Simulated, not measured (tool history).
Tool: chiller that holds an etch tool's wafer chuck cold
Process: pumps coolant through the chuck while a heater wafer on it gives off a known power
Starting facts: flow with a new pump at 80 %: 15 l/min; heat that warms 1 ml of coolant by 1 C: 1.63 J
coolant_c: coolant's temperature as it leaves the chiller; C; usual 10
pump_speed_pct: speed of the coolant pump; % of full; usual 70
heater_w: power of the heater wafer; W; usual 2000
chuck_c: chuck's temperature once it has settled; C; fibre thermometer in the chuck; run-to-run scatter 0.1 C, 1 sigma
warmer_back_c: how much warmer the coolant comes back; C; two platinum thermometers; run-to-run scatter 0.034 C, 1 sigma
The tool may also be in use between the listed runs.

run 1 hour=0.0 | coolant_c=10 pump_speed_pct=70 heater_w=2000 | chuck_c=26.1 warmer_back_c=5.78
run 2 hour=95.9 | coolant_c=10 pump_speed_pct=70 heater_w=2000 | chuck_c=25.9 warmer_back_c=5.77
run 3 hour=196.1 | coolant_c=10 pump_speed_pct=70 heater_w=2000 | chuck_c=26.0 warmer_back_c=5.77
run 4 hour=263.0 | coolant_c=10 pump_speed_pct=70 heater_w=2000 | chuck_c=25.8 warmer_back_c=5.74
run 5 hour=386.0 | coolant_c=10 pump_speed_pct=70 heater_w=2000 | chuck_c=26.0 warmer_back_c=5.80
-- hour=397.2 chiller's thermometer calibrated
run 6 hour=487.0 | coolant_c=10 pump_speed_pct=70 heater_w=2000 | chuck_c=26.1 warmer_back_c=5.79
run 7 hour=555.1 | coolant_c=10 pump_speed_pct=70 heater_w=2000 | chuck_c=26.0 warmer_back_c=5.78
run 8 hour=623.9 | coolant_c=16 pump_speed_pct=70 heater_w=2000 | chuck_c=32.2 warmer_back_c=5.75
run 9 hour=761.1 | coolant_c=16 pump_speed_pct=70 heater_w=2000 | chuck_c=32.0 warmer_back_c=5.84
run 10 hour=880.3 | coolant_c=18 pump_speed_pct=67 heater_w=1149 | chuck_c=27.6 warmer_back_c=3.49
run 11 hour=970.5 | coolant_c=18 pump_speed_pct=67 heater_w=1149 | chuck_c=27.6 warmer_back_c=3.46

Here are 4 independent what-if runs from the current tool condition. What would each one return?
run A hour=1069.0 | coolant_c=9 pump_speed_pct=76 heater_w=1609 | chuck_c=? warmer_back_c=?
run B hour=1069.0 | coolant_c=4 pump_speed_pct=63 heater_w=1950 | chuck_c=? warmer_back_c=?
run C hour=1069.0 | coolant_c=19 pump_speed_pct=70 heater_w=1565 | chuck_c=? warmer_back_c=?
run D hour=1069.0 | coolant_c=0 pump_speed_pct=69 heater_w=1287 | chuck_c=? warmer_back_c=?

run=A chuck_c=21.5 warmer_back_c=4.32
run=B chuck_c=21.1 warmer_back_c=6.33
run=C chuck_c=31.7 warmer_back_c=4.56
run=D chuck_c=10.5 warmer_back_c=3.75
Stripped of hidden state, with their random variation kept, the same runs would have yielded:
run=A chuck_c=20.2 warmer_back_c=4.17
run=B chuck_c=19.3 warmer_back_c=6.11
run=C chuck_c=30.5 warmer_back_c=4.40
run=D chuck_c=9.4 warmer_back_c=3.62
